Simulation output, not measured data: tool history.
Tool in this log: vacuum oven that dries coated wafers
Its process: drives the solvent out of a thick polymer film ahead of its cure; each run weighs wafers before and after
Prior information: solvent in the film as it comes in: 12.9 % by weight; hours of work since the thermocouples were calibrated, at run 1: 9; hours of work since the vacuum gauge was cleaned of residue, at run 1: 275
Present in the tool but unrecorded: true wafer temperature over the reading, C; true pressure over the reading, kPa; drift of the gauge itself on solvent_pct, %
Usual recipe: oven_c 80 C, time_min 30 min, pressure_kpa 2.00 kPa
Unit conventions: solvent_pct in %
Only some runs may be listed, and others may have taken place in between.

run	hour	oven_c	time_min	pressure_kpa	hours of work since the thermocouples were calibrated	hours of work since the vacuum gauge was cleaned of residue	solvent_pct
1	0.0	80	30	2.00	9	275	1.36
2	42.6	80	30	2.00	36	303	1.34
3	99.1	80	30	2.00	73	339	1.41
4	147.9	80	30	2.00	104	371	1.35
5	195.0	80	30	2.00	135	401	1.38
6	229.3	80	30	2.00	157	423	1.41
7	300.3	80	30	2.37	203	469	1.58
8	376.8	73	30	2.00	252	519	2.48
9	437.5	86	30	2.00	291	558	0.91
10	510.6	86	30	2.00	339	605	0.92
11	570.0	80	30	2.00	377	643	1.50
12	602.6	80	30	2.00	398	665	1.47
13	647.8	80	30	2.00	427	694	1.47
14	694.9	80	30	2.00	458	724	1.52
15	740.6	80	30	2.00	487	754	1.51
16	782.5	72	30	2.00	514	781	2.74
17	857.2	72	30	1.71	562	829	2.71
18	891.3	80	30	2.00	585	851	1.58
19	954.1	80	30	2.00	625	892	1.60
20	1010.7	80	30	2.37	662	928	1.74
21	1068.1	80	30	2.00	699	965	1.57
22	1111.4	83	21	1.49	727	993	1.83
23	1171.7	83	21	1.49	766	1032	1.87
24	1246.1	72	35	6.78	814	1080	4.81
25	1279.9	69	15	6.78	835	1102	7.68
26	1336.2	76	30	6.45	872	1138	4.10
27	1393.2	71	32	2.00	909	1175	3.11
28	1427.7	71	32	6.82	931	1197	5.44
29	1491.7	71	32	6.82	972	1239	5.34
30	1545.1	71	32	6.82	1007	1273	5.20
31	1606.2	71	32	6.82	1046	1313	5.35
32	1655.2	71	32	6.82	1078	1344	5.50
33	1708.0	68	21	2.86	1112	1378	5.58
34	1763.1	68	21	2.86	1148	1414	5.53
35	1823.8	78	29	1.46	1187	1453	1.94
# hour 1878.9: vacuum gauge cleaned of residue and calibrated
36	1887.7	78	29	1.46	1227	6	1.75
37	1964.7	80	49	7.82	1277	55	3.10
38	2041.0	95	43	2.29	1326	105	0.47
39	2113.8	80	23	2.00	1373	152	2.27
40	2178.5	74	23	3.47	1415	194	4.06
41	2241.9	71	30	1.51	1456	234	3.13

Some steps in solvent_pct between neighbouring runs. How much of each would the tool show without its hidden state too (settings, what came in, random variation), and how much is left for the hidden state, with any gauge scatter that isn't in both results?
Run 23 -> 24: oven_c 83 -> 72, time_min 21 -> 35, pressure_kpa 1.49 -> 6.78. solvent_pct +2.94 %: hidden state +0.17, all else +2.77.
Run 25 -> 26: oven_c 69 -> 76, time_min 15 -> 30, pressure_kpa 6.78 -> 6.45. solvent_pct -3.58 %: hidden state +0.02, all else -3.60.
Run 34 -> 35: oven_c 68 -> 78, time_min 21 -> 29, pressure_kpa 2.86 -> 1.46. solvent_pct -3.59 %: hidden state -0.15, all else -3.44.
Run 35 -> 36: vacuum gauge cleaned of residue and calibrated. solvent_pct -0.19 %: hidden state -0.24, all else +0.05.
Run 37 -> 38: oven_c 80 -> 95, time_min 49 -> 43, pressure_kpa 7.82 -> 2.29. solvent_pct -2.63 %: hidden state -0.18, all else -2.45.
Run 38 -> 39: oven_c 95 -> 80, time_min 43 -> 23, pressure_kpa 2.29 -> 2.00. solvent_pct +1.80 %: hidden state +0.28, all else +1.52.
